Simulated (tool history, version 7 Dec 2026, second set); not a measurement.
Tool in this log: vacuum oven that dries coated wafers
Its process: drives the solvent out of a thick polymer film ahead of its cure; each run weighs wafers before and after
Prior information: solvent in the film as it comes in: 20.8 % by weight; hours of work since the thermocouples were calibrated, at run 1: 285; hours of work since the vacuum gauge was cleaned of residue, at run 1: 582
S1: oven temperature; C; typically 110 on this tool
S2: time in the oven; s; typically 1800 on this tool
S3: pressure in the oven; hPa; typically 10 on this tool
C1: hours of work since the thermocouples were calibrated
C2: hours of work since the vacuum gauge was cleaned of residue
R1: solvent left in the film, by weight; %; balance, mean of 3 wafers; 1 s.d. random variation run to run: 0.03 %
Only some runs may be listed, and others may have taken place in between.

{"run": 1, "hour": 0.0, "S1": 110, "S2": 1800, "S3": 10, "C1": 285, "C2": 582, "R1": 1.53}
{"run": 2, "hour": 27.3, "S1": 110, "S2": 1800, "S3": 10, "C1": 304, "C2": 601, "R1": 1.57}
{"run": 3, "hour": 52.5, "S1": 110, "S2": 1800, "S3": 10, "C1": 322, "C2": 620, "R1": 1.56}
{"run": 4, "hour": 80.0, "S1": 110, "S2": 1800, "S3": 10, "C1": 342, "C2": 639, "R1": 1.57}
{"run": 5, "hour": 97.7, "S1": 110, "S2": 1800, "S3": 10, "C1": 355, "C2": 652, "R1": 1.51}
{"run": 6, "hour": 111.6, "S1": 110, "S2": 1560, "S3": 10, "C1": 365, "C2": 662, "R1": 2.04}
{"run": 7, "hour": 132.4, "S1": 110, "S2": 1560, "S3": 10, "C1": 380, "C2": 677, "R1": 2}
{"run": 8, "hour": 147.3, "S1": 110, "S2": 1560, "S3": 10, "C1": 391, "C2": 688, "R1": 2.08}
{"run": 9, "hour": 169.9, "S1": 110, "S2": 1560, "S3": 10, "C1": 407, "C2": 704, "R1": 2.06}
{"run": 10, "hour": 189.9, "S1": 110, "S2": 960, "S3": 10, "C1": 421, "C2": 719, "R1": 4.32}
{"run": 11, "hour": 210.4, "S1": 110, "S2": 960, "S3": 10, "C1": 436, "C2": 733, "R1": 4.29}
{"run": 12, "hour": 226.6, "S1": 110, "S2": 960, "S3": 10, "C1": 448, "C2": 745, "R1": 4.3}
{"run": 13, "hour": 252.3, "S1": 110, "S2": 960, "S3": 10, "C1": 466, "C2": 764, "R1": 4.4}
{"run": 14, "hour": 286.2, "S1": 110, "S2": 960, "S3": 10, "C1": 491, "C2": 788, "R1": 4.36}
{"run": 15, "hour": 304.3, "S1": 110, "S2": 960, "S3": 10, "C1": 504, "C2": 801, "R1": 4.39}
{"run": 16, "hour": 335.7, "S1": 110, "S2": 900, "S3": 10, "C1": 526, "C2": 824, "R1": 4.75}
{"run": 17, "hour": 355.9, "S1": 110, "S2": 900, "S3": 10, "C1": 541, "C2": 838, "R1": 4.78}
{"run": 18, "hour": 379.6, "S1": 110, "S2": 1800, "S3": 32.2, "C1": 558, "C2": 855, "R1": 2.57}
{"run": 19, "hour": 409.5, "S1": 110, "S2": 1440, "S3": 10, "C1": 580, "C2": 877, "R1": 2.46}
{"run": 20, "hour": 425.1, "S1": 110, "S2": 1440, "S3": 10, "C1": 591, "C2": 888, "R1": 2.47}
{"run": 21, "hour": 448.2, "S1": 102, "S2": 1800, "S3": 10, "C1": 608, "C2": 905, "R1": 3}
{"run": 22, "hour": 476.5, "S1": 102, "S2": 1800, "S3": 10, "C1": 628, "C2": 925, "R1": 3.07}
{"run": 23, "hour": 495.9, "S1": 102, "S2": 1800, "S3": 10, "C1": 642, "C2": 939, "R1": 3.08}
{"run": 24, "hour": 526.8, "S1": 102, "S2": 1800, "S3": 10, "C1": 664, "C2": 961, "R1": 3.12}
{"run": 25, "hour": 559.3, "S1": 112, "S2": 1680, "S3": 13.3, "C1": 688, "C2": 985, "R1": 1.74}
{"hour": 564.0, "done": "oven's thermocouples calibrated"}
{"run": 26, "hour": 585.4, "S1": 97, "S2": 960, "S3": 13.3, "C1": 15, "C2": 1002, "R1": 8.09}
{"run": 27, "hour": 607.2, "S1": 97, "S2": 900, "S3": 17.1, "C1": 31, "C2": 1018, "R1": 8.76}
{"run": 28, "hour": 622.2, "S1": 104, "S2": 900, "S3": 26, "C1": 42, "C2": 1029, "R1": 7.19}
{"run": 29, "hour": 641.7, "S1": 100, "S2": 1980, "S3": 23.6, "C1": 56, "C2": 1043, "R1": 4.01}
{"run": 30, "hour": 666.4, "S1": 122, "S2": 1380, "S3": 15.9, "C1": 74, "C2": 1060, "R1": 1.28}
{"run": 31, "hour": 689.6, "S1": 110, "S2": 1500, "S3": 10.6, "C1": 91, "C2": 1077, "R1": 2.42}
{"hour": 693.6, "done": "oven's thermocouples calibrated, once more"}
{"run": 32, "hour": 705.4, "S1": 110, "S2": 1500, "S3": 10.6, "C1": 9, "C2": 1087, "R1": 2.04}
{"run": 33, "hour": 724.7, "S1": 100, "S2": 1020, "S3": 8.7, "C1": 22, "C2": 1101, "R1": 6.11}
{"run": 34, "hour": 742.1, "S1": 100, "S2": 1020, "S3": 8.7, "C1": 35, "C2": 1114, "R1": 6.1}
{"run": 35, "hour": 764.5, "S1": 105, "S2": 1020, "S3": 5.8, "C1": 51, "C2": 1130, "R1": 4.8}
{"run": 36, "hour": 792.8, "S1": 105, "S2": 1020, "S3": 39.5, "C1": 72, "C2": 1150, "R1": 6.07}
{"run": 37, "hour": 821.5, "S1": 105, "S2": 1020, "S3": 39.5, "C1": 92, "C2": 1171, "R1": 6.12}
{"run": 38, "hour": 848.1, "S1": 106, "S2": 2040, "S3": 13.9, "C1": 111, "C2": 1190, "R1": 1.86}

Run 39, settings as shown, results not yet in. Your forecast:
{"run": 39, "hour": 865.8, "S1": 110, "S2": 1920, "S3": 30.1, "C1": 124, "C2": 1203, "R1": "?"}

{"run 39": {"R1": 2.17}}
Were there no unlogged condition in the tool, this run, its random variation unchanged, would have produced R1 1.97 %.

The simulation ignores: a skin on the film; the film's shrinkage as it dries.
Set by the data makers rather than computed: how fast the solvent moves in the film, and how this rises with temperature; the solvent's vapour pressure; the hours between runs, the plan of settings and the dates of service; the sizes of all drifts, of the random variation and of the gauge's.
